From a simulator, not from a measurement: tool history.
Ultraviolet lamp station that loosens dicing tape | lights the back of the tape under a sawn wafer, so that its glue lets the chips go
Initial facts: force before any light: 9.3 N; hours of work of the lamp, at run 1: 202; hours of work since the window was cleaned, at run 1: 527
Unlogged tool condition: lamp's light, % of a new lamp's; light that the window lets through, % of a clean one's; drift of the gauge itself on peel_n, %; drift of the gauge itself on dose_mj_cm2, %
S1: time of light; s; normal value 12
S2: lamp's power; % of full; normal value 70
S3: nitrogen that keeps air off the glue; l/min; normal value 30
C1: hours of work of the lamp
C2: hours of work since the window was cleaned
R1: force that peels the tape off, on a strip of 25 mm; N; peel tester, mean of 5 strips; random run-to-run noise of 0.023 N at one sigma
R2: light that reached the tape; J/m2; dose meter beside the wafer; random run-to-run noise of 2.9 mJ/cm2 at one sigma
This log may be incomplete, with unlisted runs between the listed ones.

run	hour	S1	S2	S3	C1	C2	R1	R2
1	0	12	70	30	202	527	1.665	3430
2	29.9	12	77	30	218	543	1.474	3660
3	56.8	12	77	30	233	557	1.482	3600
4	85.9	12	77	30	248	573	1.479	3610
5	111.3	12	77	30	262	586	1.571	3570
6	134.5	12	77	30	274	599	1.56	3500
7	171.9	12	77	30	295	619	1.582	3470
8	206.8	12	77	30	313	638	1.602	3440
# hour 209.5: window cleaned of glue's vapour
9	231.3	12	77	52	326	12	1.097	3860
10	247	15	77	56	335	20	0.639	4820
11	270.5	10	66	31	347	33	2.28	2710
12	296.4	10	95	30	361	47	1.248	3870
13	312.7	10	95	30	370	55	1.348	3880
14	347.1	10	70	30	388	74	2.163	2810

Entry by entry between the runs, the difference in hidden state between the last listed run before and the first listed run after:
After run 8, before run 9: window cleaned of glue's vapour (hour 209.5)
  lamp's light, % of a new lamp's: 85.2 -> 84.6; light that the window lets through, % of a clean one's: 87.7 -> 99.4
  measured value less the no-hidden-state value, R1: +0.698 -> +0.35 N; R2: -1160 -> -730 J/m2

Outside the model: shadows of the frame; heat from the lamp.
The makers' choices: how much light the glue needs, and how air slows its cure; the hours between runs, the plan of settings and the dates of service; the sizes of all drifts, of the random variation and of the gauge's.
